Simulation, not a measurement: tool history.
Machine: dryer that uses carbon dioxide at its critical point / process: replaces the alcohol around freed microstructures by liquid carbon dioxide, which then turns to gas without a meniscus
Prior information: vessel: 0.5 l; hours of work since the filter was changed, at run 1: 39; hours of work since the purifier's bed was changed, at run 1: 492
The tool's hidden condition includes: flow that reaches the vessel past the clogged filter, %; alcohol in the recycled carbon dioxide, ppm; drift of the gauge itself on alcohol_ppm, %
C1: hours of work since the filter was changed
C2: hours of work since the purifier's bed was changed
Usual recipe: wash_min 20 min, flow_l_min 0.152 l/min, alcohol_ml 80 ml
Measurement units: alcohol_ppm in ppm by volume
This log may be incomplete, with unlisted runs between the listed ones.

{"run": 1, "hour": 0.0, "wash_min": 20, "flow_l_min": 0.152, "alcohol_ml": 80, "C1": 39, "C2": 492, "alcohol_ppm": 1001}
{"run": 2, "hour": 32.4, "wash_min": 20, "flow_l_min": 0.152, "alcohol_ml": 80, "C1": 55, "C2": 509, "alcohol_ppm": 1055}
{"run": 3, "hour": 60.9, "wash_min": 20, "flow_l_min": 0.152, "alcohol_ml": 80, "C1": 70, "C2": 523, "alcohol_ppm": 1132}
{"run": 4, "hour": 108.0, "wash_min": 20, "flow_l_min": 0.152, "alcohol_ml": 80, "C1": 94, "C2": 547, "alcohol_ppm": 1230}
{"run": 5, "hour": 133.2, "wash_min": 23, "flow_l_min": 0.152, "alcohol_ml": 80, "C1": 106, "C2": 560, "alcohol_ppm": 619}
{"run": 6, "hour": 155.1, "wash_min": 20, "flow_l_min": 0.152, "alcohol_ml": 80, "C1": 118, "C2": 571, "alcohol_ppm": 1312}
{"run": 7, "hour": 196.4, "wash_min": 20, "flow_l_min": 0.152, "alcohol_ml": 80, "C1": 139, "C2": 592, "alcohol_ppm": 1443}
{"run": 8, "hour": 245.6, "wash_min": 20, "flow_l_min": 0.152, "alcohol_ml": 80, "C1": 164, "C2": 617, "alcohol_ppm": 1510}
{"run": 9, "hour": 285.8, "wash_min": 30, "flow_l_min": 0.152, "alcohol_ml": 80, "C1": 184, "C2": 637, "alcohol_ppm": 265}
{"run": 10, "hour": 306.8, "wash_min": 20, "flow_l_min": 0.152, "alcohol_ml": 80, "C1": 195, "C2": 648, "alcohol_ppm": 1768}
{"run": 11, "hour": 336.7, "wash_min": 20, "flow_l_min": 0.152, "alcohol_ml": 80, "C1": 210, "C2": 663, "alcohol_ppm": 1824}
{"run": 12, "hour": 364.4, "wash_min": 20, "flow_l_min": 0.152, "alcohol_ml": 80, "C1": 224, "C2": 677, "alcohol_ppm": 1977}
{"hour": 369.6, "done": "inlet filter changed"}
{"run": 13, "hour": 387.8, "wash_min": 20, "flow_l_min": 0.152, "alcohol_ml": 80, "C1": 9, "C2": 689, "alcohol_ppm": 896}
{"run": 14, "hour": 428.2, "wash_min": 20, "flow_l_min": 0.152, "alcohol_ml": 80, "C1": 30, "C2": 709, "alcohol_ppm": 950}
{"run": 15, "hour": 452.1, "wash_min": 14, "flow_l_min": 0.152, "alcohol_ml": 80, "C1": 42, "C2": 721, "alcohol_ppm": 4336}
{"run": 16, "hour": 484.7, "wash_min": 14, "flow_l_min": 0.175, "alcohol_ml": 29, "C1": 58, "C2": 738, "alcohol_ppm": 1024}
{"run": 17, "hour": 527.9, "wash_min": 14, "flow_l_min": 0.093, "alcohol_ml": 39, "C1": 80, "C2": 760, "alcohol_ppm": 9475}
{"run": 18, "hour": 571.6, "wash_min": 15, "flow_l_min": 0.142, "alcohol_ml": 39, "C1": 103, "C2": 782, "alcohol_ppm": 2561}
{"run": 19, "hour": 611.6, "wash_min": 18, "flow_l_min": 0.144, "alcohol_ml": 25, "C1": 123, "C2": 802, "alcohol_ppm": 887}
{"run": 20, "hour": 642.7, "wash_min": 18, "flow_l_min": 0.144, "alcohol_ml": 25, "C1": 139, "C2": 818, "alcohol_ppm": 919}
{"run": 21, "hour": 674.7, "wash_min": 18, "flow_l_min": 0.144, "alcohol_ml": 25, "C1": 155, "C2": 834, "alcohol_ppm": 987}
{"run": 22, "hour": 722.2, "wash_min": 20, "flow_l_min": 0.152, "alcohol_ml": 53, "C1": 179, "C2": 858, "alcohol_ppm": 1104}
{"run": 23, "hour": 752.0, "wash_min": 20, "flow_l_min": 0.094, "alcohol_ml": 55, "C1": 194, "C2": 874, "alcohol_ppm": 6766}
{"run": 24, "hour": 772.6, "wash_min": 20, "flow_l_min": 0.1, "alcohol_ml": 80, "C1": 205, "C2": 884, "alcohol_ppm": 8166}
{"hour": 813.8, "done": "inlet filter changed"}
{"run": 25, "hour": 815.4, "wash_min": 13, "flow_l_min": 0.152, "alcohol_ml": 107, "C1": 1, "C2": 905, "alcohol_ppm": 6942}
{"run": 26, "hour": 849.5, "wash_min": 13, "flow_l_min": 0.152, "alcohol_ml": 107, "C1": 18, "C2": 923, "alcohol_ppm": 7178}
{"run": 27, "hour": 872.6, "wash_min": 20, "flow_l_min": 0.112, "alcohol_ml": 80, "C1": 30, "C2": 934, "alcohol_ppm": 3633}
{"run": 28, "hour": 895.7, "wash_min": 20, "flow_l_min": 0.112, "alcohol_ml": 80, "C1": 42, "C2": 946, "alcohol_ppm": 3684}
{"run": 29, "hour": 922.7, "wash_min": 20, "flow_l_min": 0.112, "alcohol_ml": 80, "C1": 55, "C2": 960, "alcohol_ppm": 3998}

Here are 3 independent what-if runs from the current tool condition. What would each one return?
{"run": "A", "hour": 942.8, "wash_min": 14, "flow_l_min": 0.151, "alcohol_ml": 65, "C1": 65, "C2": 970, "alcohol_ppm": "?"}
{"run": "B", "hour": 942.8, "wash_min": 13, "flow_l_min": 0.152, "alcohol_ml": 75, "C1": 65, "C2": 970, "alcohol_ppm": "?"}
{"run": "C", "hour": 942.8, "wash_min": 17, "flow_l_min": 0.112, "alcohol_ml": 80, "C1": 65, "C2": 970, "alcohol_ppm": "?"}

run=A alcohol_ppm=3885
run=B alcohol_ppm=5527
run=C alcohol_ppm=6950
Without the tool's unlogged condition, the same runs would have read:
run=A alcohol_ppm=3082
run=B alcohol_ppm=4494
run=C alcohol_ppm=5726

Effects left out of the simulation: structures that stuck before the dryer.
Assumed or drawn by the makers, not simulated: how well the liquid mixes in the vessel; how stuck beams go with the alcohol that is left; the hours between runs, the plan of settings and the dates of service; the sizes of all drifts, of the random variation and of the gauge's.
